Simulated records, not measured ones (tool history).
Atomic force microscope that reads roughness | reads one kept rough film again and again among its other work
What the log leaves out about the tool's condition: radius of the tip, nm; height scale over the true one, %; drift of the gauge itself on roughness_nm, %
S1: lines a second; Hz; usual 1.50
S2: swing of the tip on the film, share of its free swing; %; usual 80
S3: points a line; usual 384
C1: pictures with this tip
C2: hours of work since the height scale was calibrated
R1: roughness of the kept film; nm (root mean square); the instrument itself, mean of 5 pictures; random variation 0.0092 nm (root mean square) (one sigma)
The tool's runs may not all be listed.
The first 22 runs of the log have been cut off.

run,day,S1,S2,S3,C1,C2,R1
23,52.808,1.50,80,594,162,1315,1.395
# day 53.871: new tip fitted
24,54.708,1.50,72,594,14,1334,2.104
25,56.808,1.50,72,594,47,1355,1.897
# day 57.075: height scale calibrated on a step standard
26,60.275,1.50,72,594,100,32,1.640
27,63.279,1.96,72,857,148,63,1.424
# day 65.262: new tip fitted
28,65.908,2.38,72,533,10,89,1.998
29,67.712,2.52,80,384,38,107,1.676
30,69.717,2.52,80,384,70,127,1.546
31,73.117,0.72,57,357,123,162,1.638
32,75.288,3.04,81,388,157,183,1.186
# day 76.708: new tip fitted
33,78.558,3.04,81,388,29,216,1.622

Forecast run 34:
34,81.775,0.86,80,384,80,249,?

{"run 34": {"R1": 1.699}}
Were there no unlogged condition in the tool, this run, its random variation unchanged, would have produced R1 2.192 nm (root mean square).
